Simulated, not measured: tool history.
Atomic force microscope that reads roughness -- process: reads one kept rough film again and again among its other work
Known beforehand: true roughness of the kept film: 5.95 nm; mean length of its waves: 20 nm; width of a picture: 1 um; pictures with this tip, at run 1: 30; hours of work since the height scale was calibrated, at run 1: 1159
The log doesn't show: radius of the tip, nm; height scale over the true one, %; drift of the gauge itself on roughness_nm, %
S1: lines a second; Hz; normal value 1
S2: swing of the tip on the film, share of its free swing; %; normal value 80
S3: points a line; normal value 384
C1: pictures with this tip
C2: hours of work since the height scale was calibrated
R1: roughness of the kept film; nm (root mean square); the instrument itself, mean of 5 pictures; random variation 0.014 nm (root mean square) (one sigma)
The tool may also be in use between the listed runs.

run,hour,S1,S2,S3,C1,C2,R1
1,0,1,80,384,30,1159,3.194
2,74.1,1,80,384,141,1192,2.646
3,116.7,1,80,384,205,1211,2.437
# hour 171.3: new tip fitted
4,194.6,1,80,383,35,1246,3.22
5,265.4,1,80,384,142,1278,2.649
6,312.1,1,80,384,212,1299,2.371
7,351.7,1,80,384,271,1317,2.177
# hour 359.6: new tip fitted
8,418.2,1,80,384,88,1346,2.964
9,489.9,1,80,384,196,1379,2.51
10,536.6,1,80,384,266,1400,2.272
# hour 548.3: new tip fitted
11,617.6,1,80,384,104,1436,2.85
12,662.2,0.77,56,674,171,1456,2.771
13,727.9,0.62,58,747,270,1485,2.402
# hour 742.1: new tip fitted
14,789.7,0.62,58,747,72,1513,3.194
15,852.3,1.44,80,384,166,1541,2.503
16,927.5,1,71,385,279,1575,2.27
# hour 935.4: new tip fitted
17,976.8,1.67,58,401,62,1597,3.162
18,1028.2,2.15,85,273,139,1620,2.353
19,1104.3,0.83,76,692,254,1654,2.392

Alternative continuations, all from the tool just after run 19; predict every row:
# hour 1125.1: new tip fitted
A,1152.3,0.93,68,600,41,1675,?
# hour 1125.1: new tip fitted
B,1152.3,1.36,63,384,41,1675,?
# hour 1125.1: new tip fitted
C,1152.3,0.79,73,425,41,1675,?

run,R1
A,3.307
B,3.296
C,3.268
Had the tool no hidden state, the same runs would have come out as:
run,R1
A,3.585
B,3.573
C,3.542
